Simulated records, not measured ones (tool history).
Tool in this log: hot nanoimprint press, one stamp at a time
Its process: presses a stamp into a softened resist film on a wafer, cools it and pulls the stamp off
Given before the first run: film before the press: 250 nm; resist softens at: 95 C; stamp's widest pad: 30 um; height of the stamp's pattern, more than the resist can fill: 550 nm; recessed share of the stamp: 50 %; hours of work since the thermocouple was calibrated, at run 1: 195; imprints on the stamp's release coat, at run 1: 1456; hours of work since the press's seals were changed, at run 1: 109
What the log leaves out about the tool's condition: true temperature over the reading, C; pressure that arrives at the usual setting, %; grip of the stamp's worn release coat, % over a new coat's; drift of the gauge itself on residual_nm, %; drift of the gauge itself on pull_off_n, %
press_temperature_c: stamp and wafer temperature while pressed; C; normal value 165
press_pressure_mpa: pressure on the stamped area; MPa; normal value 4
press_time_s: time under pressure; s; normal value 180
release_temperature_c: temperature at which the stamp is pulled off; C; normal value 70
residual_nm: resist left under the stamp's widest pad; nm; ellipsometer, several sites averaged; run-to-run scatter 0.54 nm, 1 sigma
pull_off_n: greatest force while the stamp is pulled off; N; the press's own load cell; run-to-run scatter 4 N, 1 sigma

run,day,press_temperature_c,press_pressure_mpa,press_time_s,release_temperature_c,hours of work since the thermocouple was calibrated,imprints on the stamp's release coat,hours of work since the press's seals were changed,residual_nm,pull_off_n
1,0,165,4,180,70,195,1456,109,105.7,217
2,2.3,165,6.18,180,70,234,1649,148,87.2,218
# day 3.267: stamp cleaned and given a new release coat
3,4.575,165,6.18,180,70,269,110,183,87.3,206
4,6.971,165,6.18,180,70,310,311,224,88.5,216
5,9.25,165,4,180,62,349,502,263,106.5,252
# day 11.596: plate thermocouple calibrated
6,11.658,165,4,180,70,1,694,302,106.6,207
7,14.992,165,4,180,70,58,974,360,105.6,215
8,17.988,165,4,180,70,110,1225,411,105.9,220
9,20.488,165,6.33,162,70,153,1435,454,89.9,221
# day 24.008: stamp cleaned and given a new release coat
10,24.688,165,6.33,162,70,220,57,522,90.5,216
11,28.2,165,6.33,162,70,281,351,582,89.9,214
12,30.704,165,6.33,211,70,324,562,625,80.3,211
13,34.008,165,4,251,70,380,839,682,90.4,214
# day 34.608: plate thermocouple calibrated
14,38.258,171,6.09,273,70,63,1185,753,59.4,213
15,40.796,171,6.09,273,70,106,1398,796,59.1,219
16,43.317,171,6.09,273,70,149,1610,839,59.3,213

Below, each run's measurement less what the same run would have read without the hidden state. Both values contain the same run-to-run variation, but the gauge's scatter may not be the same in both:
run,residual_nm
1,+0
2,+0
3,-0.1
4,-0.2
5,-0.3
6,-0.4
7,-0.5
8,-0.7
9,-0.7
10,-0.8
11,-0.8
12,-0.8
13,-1.1
14,-0.8
15,-0.9
16,-1
pull_off_n: differs from the measured result by no more than 1 N in any run.

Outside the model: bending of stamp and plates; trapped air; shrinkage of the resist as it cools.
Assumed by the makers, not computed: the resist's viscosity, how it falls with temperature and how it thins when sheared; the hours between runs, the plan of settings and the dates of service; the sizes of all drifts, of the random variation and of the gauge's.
